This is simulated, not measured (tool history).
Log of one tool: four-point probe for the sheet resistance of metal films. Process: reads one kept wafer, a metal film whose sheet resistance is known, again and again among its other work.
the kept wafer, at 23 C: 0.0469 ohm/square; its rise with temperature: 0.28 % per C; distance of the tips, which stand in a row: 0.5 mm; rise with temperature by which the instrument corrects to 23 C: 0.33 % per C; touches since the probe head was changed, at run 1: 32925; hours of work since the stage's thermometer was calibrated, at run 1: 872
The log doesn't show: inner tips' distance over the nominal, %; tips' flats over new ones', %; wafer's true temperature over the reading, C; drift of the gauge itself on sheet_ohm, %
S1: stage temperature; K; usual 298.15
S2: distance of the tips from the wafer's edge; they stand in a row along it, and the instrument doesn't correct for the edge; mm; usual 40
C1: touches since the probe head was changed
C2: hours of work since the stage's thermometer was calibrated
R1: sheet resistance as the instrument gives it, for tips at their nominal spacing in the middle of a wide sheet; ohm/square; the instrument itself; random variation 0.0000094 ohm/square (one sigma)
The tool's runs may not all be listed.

run	day	S1	S2	C1	C2	R1
1	0	298.15	40	32925	872	0.046821
2	0.738	298.15	40	33582	884	0.046845
3	1.508	298.15	40	34267	897	0.046826
4	2.075	298.15	40	34774	906	0.046827
5	2.558	298.15	40	35204	915	0.046829
6	3.288	298.15	40	35852	927	0.04684
7	4.317	298.15	40	36770	944	0.046824
8	5.271	298.15	40	37619	959	0.046819
9	6.025	298.15	40	38288	972	0.046806
10	6.954	298.15	40	39115	987	0.046824
11	7.562	298.15	40	39657	997	0.046806
# day 7.642: stage's thermometer calibrated
12	8.146	298.15	40	40160	8	0.046822
13	9.071	298.15	40	40984	24	0.046817
# day 9.308: stage's thermometer calibrated, once more
14	9.675	298.15	40	41503	6	0.046773
15	10.683	298.15	40	42402	23	0.046767
16	11.217	298.15	40	42874	32	0.046788
17	12.167	307.15	40	43721	47	0.04655
18	12.612	294.15	52	44119	55	0.046855
19	13.271	294.15	52	44705	66	0.046864
20	14.171	292.15	59	45504	81	0.046897
21	15.021	292.15	16	46260	95	0.04693
22	16.079	298.15	15	47205	112	0.04677
23	16.738	298.15	6	47791	123	0.04693
24	17.354	298.15	6	48339	133	0.04695
25	18.246	298.15	6	49135	148	0.046918
26	18.812	292.15	6	49637	158	0.047065

Forecast run 27:
27	19.633	300.15	5	50370	171	?

R1: 0.046965 ohm/square
Without the tool's hidden state the same run would have given R1 0.047071 ohm/square.
